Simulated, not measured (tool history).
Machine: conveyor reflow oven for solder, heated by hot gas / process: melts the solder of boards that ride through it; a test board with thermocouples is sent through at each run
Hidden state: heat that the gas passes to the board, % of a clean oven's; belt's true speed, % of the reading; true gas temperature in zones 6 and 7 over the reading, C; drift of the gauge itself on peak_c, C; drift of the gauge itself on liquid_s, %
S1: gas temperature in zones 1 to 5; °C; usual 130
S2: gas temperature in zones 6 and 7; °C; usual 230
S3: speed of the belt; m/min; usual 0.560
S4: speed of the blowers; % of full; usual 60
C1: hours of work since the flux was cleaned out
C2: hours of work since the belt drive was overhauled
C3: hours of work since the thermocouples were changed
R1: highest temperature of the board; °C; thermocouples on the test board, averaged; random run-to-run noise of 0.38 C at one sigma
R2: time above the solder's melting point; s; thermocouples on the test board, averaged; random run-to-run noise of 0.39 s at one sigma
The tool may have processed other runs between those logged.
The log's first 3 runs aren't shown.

run	day	S1	S2	S3	S4	C1	C2	C3	R1	R2
4	0.833	130	230	0.542	60	15	155	342	212.2	58.2
5	1.129	130	230	0.542	60	20	160	347	212.0	58.5
6	1.504	130	230	0.542	60	26	167	353	211.9	58.8
7	1.729	130	230	0.560	60	30	171	357	211.4	54.7
8	2.100	130	230	0.560	60	36	177	363	210.3	55.1
9	2.325	130	230	0.560	60	40	181	367	210.2	55.3
10	2.538	130	230	0.466	60	44	184	371	216.1	74.1
# day 2.729: belt drive overhauled, speed set with a stopwatch
11	2.896	130	230	0.560	77	47	3	374	213.3	58.8
12	3.142	130	230	0.560	60	51	7	378	210.8	55.1
13	3.346	126	230	0.560	60	55	11	382	210.3	52.2
14	3.733	126	230	0.560	60	62	17	389	209.6	52.3
15	3.892	126	230	0.560	60	64	20	391	209.9	52.6
# day 4.279: belt drive overhauled, speed set with a stopwatch, once more
16	4.358	126	230	0.560	60	69	1	396	209.0	51.7
17	4.633	133	230	0.620	60	74	6	401	207.5	45.4
18	4.933	130	219	0.560	83	79	11	406	204.1	49.0
19	5.312	130	219	0.544	77	86	18	413	204.1	50.7
20	5.504	132	235	0.632	52	89	21	416	207.7	44.5
21	5.658	132	235	0.632	52	92	24	419	208.4	44.6
22	5.942	134	229	0.560	62	97	29	424	209.4	55.9
23	6.242	126	218	0.658	58	102	34	429	192.1	21.7
24	6.558	139	230	0.560	61	107	39	434	212.0	59.0

Predict the results of run 25:
25	6.767	124	221	0.593	75	111	43	438	?	?

Run 25 gave R1 201.4 °C, R2 39.3 s.
Had the tool carried no hidden state, the very same run would have given R1 204.2 °C, R2 43.2 s.
